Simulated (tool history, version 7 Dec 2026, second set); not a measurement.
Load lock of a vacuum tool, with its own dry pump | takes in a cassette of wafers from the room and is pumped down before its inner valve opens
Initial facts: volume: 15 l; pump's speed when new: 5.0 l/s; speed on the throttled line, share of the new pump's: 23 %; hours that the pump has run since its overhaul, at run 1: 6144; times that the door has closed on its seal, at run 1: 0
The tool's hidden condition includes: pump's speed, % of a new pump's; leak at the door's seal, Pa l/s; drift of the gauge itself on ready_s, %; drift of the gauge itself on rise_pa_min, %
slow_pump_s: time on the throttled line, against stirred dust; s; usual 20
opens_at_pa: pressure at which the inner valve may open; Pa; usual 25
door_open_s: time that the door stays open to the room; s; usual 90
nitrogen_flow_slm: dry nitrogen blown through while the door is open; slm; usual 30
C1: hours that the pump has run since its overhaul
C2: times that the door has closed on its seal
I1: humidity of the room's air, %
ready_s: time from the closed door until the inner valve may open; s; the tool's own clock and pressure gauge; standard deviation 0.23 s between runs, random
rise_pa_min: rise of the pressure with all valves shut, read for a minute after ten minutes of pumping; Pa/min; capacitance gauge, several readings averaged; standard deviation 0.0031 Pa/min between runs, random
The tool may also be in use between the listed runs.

{"run": 1, "hour": 0.0, "slow_pump_s": 20, "opens_at_pa": 25, "door_open_s": 90, "nitrogen_flow_slm": 30, "C1": 6144, "C2": 0, "I1": 44.7, "ready_s": 42.1, "rise_pa_min": 0.073}
{"run": 2, "hour": 279.3, "slow_pump_s": 20, "opens_at_pa": 21, "door_open_s": 90, "nitrogen_flow_slm": 30, "C1": 6423, "C2": 1157, "I1": 44.8, "ready_s": 42.9, "rise_pa_min": 0.072}
{"run": 3, "hour": 520.5, "slow_pump_s": 20, "opens_at_pa": 21, "door_open_s": 90, "nitrogen_flow_slm": 30, "C1": 6665, "C2": 2156, "I1": 44.2, "ready_s": 42.8, "rise_pa_min": 0.076}
{"run": 4, "hour": 760.6, "slow_pump_s": 20, "opens_at_pa": 21, "door_open_s": 90, "nitrogen_flow_slm": 30, "C1": 6905, "C2": 3151, "I1": 44.5, "ready_s": 42.8, "rise_pa_min": 0.077}
{"run": 5, "hour": 1163.1, "slow_pump_s": 20, "opens_at_pa": 21, "door_open_s": 90, "nitrogen_flow_slm": 30, "C1": 7307, "C2": 4819, "I1": 43.0, "ready_s": 43.2, "rise_pa_min": 0.086}
{"run": 6, "hour": 1427.9, "slow_pump_s": 27, "opens_at_pa": 25, "door_open_s": 90, "nitrogen_flow_slm": 21, "C1": 7572, "C2": 5916, "I1": 46.1, "ready_s": 47.9, "rise_pa_min": 0.1}
{"run": 7, "hour": 1790.0, "slow_pump_s": 20, "opens_at_pa": 41, "door_open_s": 90, "nitrogen_flow_slm": 8, "C1": 7934, "C2": 7416, "I1": 43.0, "ready_s": 41.1, "rise_pa_min": 0.14}
{"run": 8, "hour": 1961.6, "slow_pump_s": 34, "opens_at_pa": 25, "door_open_s": 168, "nitrogen_flow_slm": 8, "C1": 8106, "C2": 8127, "I1": 41.3, "ready_s": 53.0, "rise_pa_min": 0.193}
{"run": 9, "hour": 2199.0, "slow_pump_s": 30, "opens_at_pa": 37, "door_open_s": 149, "nitrogen_flow_slm": 10, "C1": 8343, "C2": 9111, "I1": 42.2, "ready_s": 48.9, "rise_pa_min": 0.179}

Run 10, settings as shown, results not yet in. Your forecast:
{"run": 10, "hour": 2593.2, "slow_pump_s": 20, "opens_at_pa": 25, "door_open_s": 90, "nitrogen_flow_slm": 38, "C1": 8737, "C2": 10744, "I1": 45.5, "ready_s": "?", "rise_pa_min": "?"}

{"run 10": {"ready_s": 43.4, "rise_pa_min": 0.102}}
Minus the tool's unlogged condition, the same run would have read ready_s 41.1 s, rise_pa_min 0.055 Pa/min.

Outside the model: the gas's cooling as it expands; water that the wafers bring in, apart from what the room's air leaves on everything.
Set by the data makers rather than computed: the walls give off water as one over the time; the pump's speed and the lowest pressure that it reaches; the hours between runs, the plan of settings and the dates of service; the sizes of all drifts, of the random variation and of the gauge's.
